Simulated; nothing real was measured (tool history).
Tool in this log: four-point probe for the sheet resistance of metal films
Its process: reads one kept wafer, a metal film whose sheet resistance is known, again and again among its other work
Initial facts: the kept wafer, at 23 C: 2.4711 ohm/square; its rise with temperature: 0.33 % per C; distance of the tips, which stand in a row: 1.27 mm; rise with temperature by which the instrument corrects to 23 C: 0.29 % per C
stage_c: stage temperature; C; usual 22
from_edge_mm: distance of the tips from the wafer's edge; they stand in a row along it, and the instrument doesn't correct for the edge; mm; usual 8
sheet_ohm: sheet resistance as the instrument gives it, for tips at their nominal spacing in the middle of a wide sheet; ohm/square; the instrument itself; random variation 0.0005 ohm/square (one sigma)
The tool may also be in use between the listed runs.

{"run": 1, "hour": 0.0, "stage_c": 22, "from_edge_mm": 8, "sheet_ohm": 2.527947}
{"run": 2, "hour": 15.1, "stage_c": 22, "from_edge_mm": 7, "sheet_ohm": 2.538695}
{"run": 3, "hour": 40.1, "stage_c": 32, "from_edge_mm": 8, "sheet_ohm": 2.540397}
{"run": 4, "hour": 53.3, "stage_c": 32, "from_edge_mm": 8, "sheet_ohm": 2.541343}
{"run": 5, "hour": 77.5, "stage_c": 24, "from_edge_mm": 8, "sheet_ohm": 2.53209}
{"run": 6, "hour": 96.9, "stage_c": 24, "from_edge_mm": 8, "sheet_ohm": 2.532021}
{"run": 7, "hour": 121.2, "stage_c": 24, "from_edge_mm": 8, "sheet_ohm": 2.532645}
{"run": 8, "hour": 146.2, "stage_c": 24, "from_edge_mm": 53, "sheet_ohm": 2.500967}
{"run": 9, "hour": 159.0, "stage_c": 24, "from_edge_mm": 53, "sheet_ohm": 2.500019}
{"run": 10, "hour": 175.9, "stage_c": 24, "from_edge_mm": 15, "sheet_ohm": 2.509497}
{"run": 11, "hour": 197.6, "stage_c": 24, "from_edge_mm": 15, "sheet_ohm": 2.509574}
{"run": 12, "hour": 209.1, "stage_c": 29, "from_edge_mm": 8, "sheet_ohm": 2.540449}
{"run": 13, "hour": 220.1, "stage_c": 22, "from_edge_mm": 8, "sheet_ohm": 2.532059}
{"run": 14, "hour": 231.4, "stage_c": 22, "from_edge_mm": 8, "sheet_ohm": 2.532774}
{"run": 15, "hour": 250.3, "stage_c": 22, "from_edge_mm": 8, "sheet_ohm": 2.532335}
{"run": 16, "hour": 266.1, "stage_c": 22, "from_edge_mm": 8, "sheet_ohm": 2.533618}
{"run": 17, "hour": 280.0, "stage_c": 22, "from_edge_mm": 8, "sheet_ohm": 2.532598}
{"run": 18, "hour": 300.4, "stage_c": 22, "from_edge_mm": 3, "sheet_ohm": 2.717591}
{"run": 19, "hour": 325.1, "stage_c": 22, "from_edge_mm": 3, "sheet_ohm": 2.717684}
{"run": 20, "hour": 339.2, "stage_c": 22, "from_edge_mm": 38, "sheet_ohm": 2.501844}
{"run": 21, "hour": 360.3, "stage_c": 22, "from_edge_mm": 38, "sheet_ohm": 2.502113}
{"run": 22, "hour": 377.5, "stage_c": 22, "from_edge_mm": 38, "sheet_ohm": 2.502781}
{"run": 23, "hour": 392.5, "stage_c": 22, "from_edge_mm": 25, "sheet_ohm": 2.504301}
{"run": 24, "hour": 409.0, "stage_c": 22, "from_edge_mm": 25, "sheet_ohm": 2.504958}
{"run": 25, "hour": 432.8, "stage_c": 22, "from_edge_mm": 60, "sheet_ohm": 2.502796}
{"run": 26, "hour": 446.6, "stage_c": 24, "from_edge_mm": 3, "sheet_ohm": 2.724157}
{"run": 27, "hour": 457.3, "stage_c": 24, "from_edge_mm": 3, "sheet_ohm": 2.723478}
{"run": 28, "hour": 480.7, "stage_c": 24, "from_edge_mm": 3, "sheet_ohm": 2.723216}
{"run": 29, "hour": 493.6, "stage_c": 25, "from_edge_mm": 26, "sheet_ohm": 2.509531}
{"hour": 507.5, "done": "new probe head fitted"}
{"run": 30, "hour": 517.3, "stage_c": 25, "from_edge_mm": 26, "sheet_ohm": 2.467612}
{"run": 31, "hour": 539.4, "stage_c": 26, "from_edge_mm": 40, "sheet_ohm": 2.46597}
{"run": 32, "hour": 550.9, "stage_c": 26, "from_edge_mm": 40, "sheet_ohm": 2.467383}
{"run": 33, "hour": 573.5, "stage_c": 22, "from_edge_mm": 9, "sheet_ohm": 2.487352}
{"run": 34, "hour": 586.5, "stage_c": 22, "from_edge_mm": 9, "sheet_ohm": 2.487366}
{"run": 35, "hour": 603.7, "stage_c": 20, "from_edge_mm": 15, "sheet_ohm": 2.469528}
{"run": 36, "hour": 629.0, "stage_c": 20, "from_edge_mm": 15, "sheet_ohm": 2.469503}
{"run": 37, "hour": 651.4, "stage_c": 29, "from_edge_mm": 37, "sheet_ohm": 2.472528}
{"run": 38, "hour": 664.5, "stage_c": 29, "from_edge_mm": 37, "sheet_ohm": 2.4725}
{"run": 39, "hour": 686.1, "stage_c": 19, "from_edge_mm": 29, "sheet_ohm": 2.462355}
{"run": 40, "hour": 706.2, "stage_c": 18, "from_edge_mm": 3, "sheet_ohm": 2.673645}
{"run": 41, "hour": 727.7, "stage_c": 22, "from_edge_mm": 4, "sheet_ohm": 2.59036}
{"run": 42, "hour": 750.6, "stage_c": 22, "from_edge_mm": 4, "sheet_ohm": 2.592174}
{"run": 43, "hour": 772.9, "stage_c": 23, "from_edge_mm": 7, "sheet_ohm": 2.509854}

Each row is a separate what-if for the run after 43, all from the same tool condition, not one after another. Results?
{"run": "A", "hour": 783.8, "stage_c": 19, "from_edge_mm": 7, "sheet_ohm": "?"}
{"run": "B", "hour": 783.8, "stage_c": 32, "from_edge_mm": 7, "sheet_ohm": "?"}
{"run": "C", "hour": 783.8, "stage_c": 22, "from_edge_mm": 35, "sheet_ohm": "?"}
{"run": "D", "hour": 783.8, "stage_c": 30, "from_edge_mm": 74, "sheet_ohm": "?"}

run=A sheet_ohm=2.505027
run=B sheet_ohm=2.520405
run=C sheet_ohm=2.466825
run=D sheet_ohm=2.474835
Without the tool's hidden state the same runs would have given:
run=A sheet_ohm=2.509675
run=B sheet_ohm=2.525137
run=C sheet_ohm=2.471423
run=D sheet_ohm=2.479481
